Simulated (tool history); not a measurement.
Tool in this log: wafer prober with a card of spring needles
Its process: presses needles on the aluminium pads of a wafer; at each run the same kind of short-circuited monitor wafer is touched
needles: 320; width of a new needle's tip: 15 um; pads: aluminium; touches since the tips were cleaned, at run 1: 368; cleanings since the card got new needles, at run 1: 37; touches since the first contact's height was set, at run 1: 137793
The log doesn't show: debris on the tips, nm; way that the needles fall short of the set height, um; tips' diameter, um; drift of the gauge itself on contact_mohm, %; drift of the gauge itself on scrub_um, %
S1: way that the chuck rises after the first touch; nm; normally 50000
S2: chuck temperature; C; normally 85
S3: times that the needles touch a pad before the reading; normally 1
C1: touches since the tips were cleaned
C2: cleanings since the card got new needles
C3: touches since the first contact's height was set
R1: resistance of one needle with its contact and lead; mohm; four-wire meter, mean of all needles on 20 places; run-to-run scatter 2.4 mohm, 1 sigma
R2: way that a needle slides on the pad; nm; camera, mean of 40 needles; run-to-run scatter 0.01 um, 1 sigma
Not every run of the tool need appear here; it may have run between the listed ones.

run,day,S1,S2,S3,C1,C2,C3,R1,R2
1,0,50000,85,1,368,37,137793,301,6360
# day 0.596: tips cleaned on abrasive film
2,0.683,50000,81,1,987,38,145402,312,6340
# day 1.271: tips cleaned on abrasive film
3,1.383,50000,81,1,1249,39,153212,326,6350
4,1.846,50000,81,1,6444,39,158407,409,6320
# day 1.896: tips cleaned on abrasive film
5,2.454,50000,85,2,6268,40,165192,355,6320
# day 2.529: tips cleaned on abrasive film
# day 2.662: height of the first contact set anew
6,2.892,42000,36,3,3904,41,2543,324,5430
# day 3.221: tips cleaned on abrasive film
7,3.304,44000,41,1,950,42,7145,316,5690
8,3.829,44000,41,1,6832,42,13027,448,5680
# day 3.875: tips cleaned on abrasive film
9,4.4,44000,41,1,5859,43,19370,442,5660

Run 10, settings as shown, results not yet in. Your forecast:
# day 4.517: tips cleaned on abrasive film
10,4.788,44000,41,1,3045,44,23693,?,?

R1: 386 mohm
R2: 5660 nm
On a tool with no hidden condition, and with the same random variation, this run would have come out at R1 266 mohm, R2 5680 nm.
